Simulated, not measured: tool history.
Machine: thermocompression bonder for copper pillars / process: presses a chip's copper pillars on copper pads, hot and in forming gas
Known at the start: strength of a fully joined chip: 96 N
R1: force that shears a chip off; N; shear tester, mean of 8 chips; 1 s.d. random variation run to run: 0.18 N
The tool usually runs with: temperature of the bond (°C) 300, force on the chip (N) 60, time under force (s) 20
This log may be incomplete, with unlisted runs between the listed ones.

{"run": 1, "day": 0.0, "temperature of the bond (°C)": 300, "force on the chip (N)": 60, "time under force (s)": 20, "R1": 64.3}
{"run": 2, "day": 0.754, "temperature of the bond (°C)": 300, "force on the chip (N)": 60, "time under force (s)": 20, "R1": 64.4}
{"run": 3, "day": 1.696, "temperature of the bond (°C)": 300, "force on the chip (N)": 60, "time under force (s)": 20, "R1": 63.9}
{"run": 4, "day": 2.538, "temperature of the bond (°C)": 300, "force on the chip (N)": 55, "time under force (s)": 20, "R1": 60.3}
{"run": 5, "day": 3.167, "temperature of the bond (°C)": 300, "force on the chip (N)": 55, "time under force (s)": 20, "R1": 60.1}
{"run": 6, "day": 4.117, "temperature of the bond (°C)": 300, "force on the chip (N)": 60, "time under force (s)": 20, "R1": 63.9}
{"run": 7, "day": 4.671, "temperature of the bond (°C)": 300, "force on the chip (N)": 60, "time under force (s)": 58, "R1": 80.4}
{"run": 8, "day": 5.262, "temperature of the bond (°C)": 278, "force on the chip (N)": 60, "time under force (s)": 58, "R1": 67.9}
{"run": 9, "day": 6.021, "temperature of the bond (°C)": 278, "force on the chip (N)": 60, "time under force (s)": 58, "R1": 68.2}
{"run": 10, "day": 6.596, "temperature of the bond (°C)": 278, "force on the chip (N)": 60, "time under force (s)": 58, "R1": 68.2}
{"run": 11, "day": 7.204, "temperature of the bond (°C)": 278, "force on the chip (N)": 60, "time under force (s)": 58, "R1": 67.9}
{"run": 12, "day": 8.096, "temperature of the bond (°C)": 278, "force on the chip (N)": 60, "time under force (s)": 58, "R1": 68.6}
{"run": 13, "day": 8.746, "temperature of the bond (°C)": 300, "force on the chip (N)": 49, "time under force (s)": 20, "R1": 53.9}
{"run": 14, "day": 9.608, "temperature of the bond (°C)": 300, "force on the chip (N)": 49, "time under force (s)": 20, "R1": 54.1}
{"run": 15, "day": 10.383, "temperature of the bond (°C)": 300, "force on the chip (N)": 60, "time under force (s)": 20, "R1": 63.5}
{"run": 16, "day": 10.796, "temperature of the bond (°C)": 300, "force on the chip (N)": 60, "time under force (s)": 20, "R1": 63.6}
{"run": 17, "day": 11.479, "temperature of the bond (°C)": 326, "force on the chip (N)": 60, "time under force (s)": 20, "R1": 77.1}
{"run": 18, "day": 12.171, "temperature of the bond (°C)": 326, "force on the chip (N)": 60, "time under force (s)": 20, "R1": 77.1}
{"run": 19, "day": 12.754, "temperature of the bond (°C)": 326, "force on the chip (N)": 60, "time under force (s)": 20, "R1": 76.6}
{"run": 20, "day": 13.392, "temperature of the bond (°C)": 293, "force on the chip (N)": 60, "time under force (s)": 20, "R1": 59.5}
{"day": 13.496, "done": "forming gas filter changed"}
{"run": 21, "day": 14.112, "temperature of the bond (°C)": 293, "force on the chip (N)": 60, "time under force (s)": 20, "R1": 62.6}
{"run": 22, "day": 14.775, "temperature of the bond (°C)": 323, "force on the chip (N)": 57, "time under force (s)": 13, "R1": 69.9}
{"run": 23, "day": 15.262, "temperature of the bond (°C)": 322, "force on the chip (N)": 46, "time under force (s)": 13, "R1": 59.0}
{"run": 24, "day": 15.988, "temperature of the bond (°C)": 322, "force on the chip (N)": 46, "time under force (s)": 13, "R1": 59.1}
{"run": 25, "day": 16.675, "temperature of the bond (°C)": 292, "force on the chip (N)": 64, "time under force (s)": 13, "R1": 57.0}
{"run": 26, "day": 17.588, "temperature of the bond (°C)": 291, "force on the chip (N)": 75, "time under force (s)": 41, "R1": 82.3}
{"run": 27, "day": 18.312, "temperature of the bond (°C)": 291, "force on the chip (N)": 75, "time under force (s)": 41, "R1": 81.9}
{"run": 28, "day": 19.15, "temperature of the bond (°C)": 325, "force on the chip (N)": 75, "time under force (s)": 43, "R1": 92.3}

What will run 29 give?
{"run": 29, "day": 20.012, "temperature of the bond (°C)": 325, "force on the chip (N)": 75, "time under force (s)": 43, "R1": "?"}

Run 29 came out at R1 92.1 N.
The same run, on a tool lacking any hidden state, would have yielded R1 92.4 N.
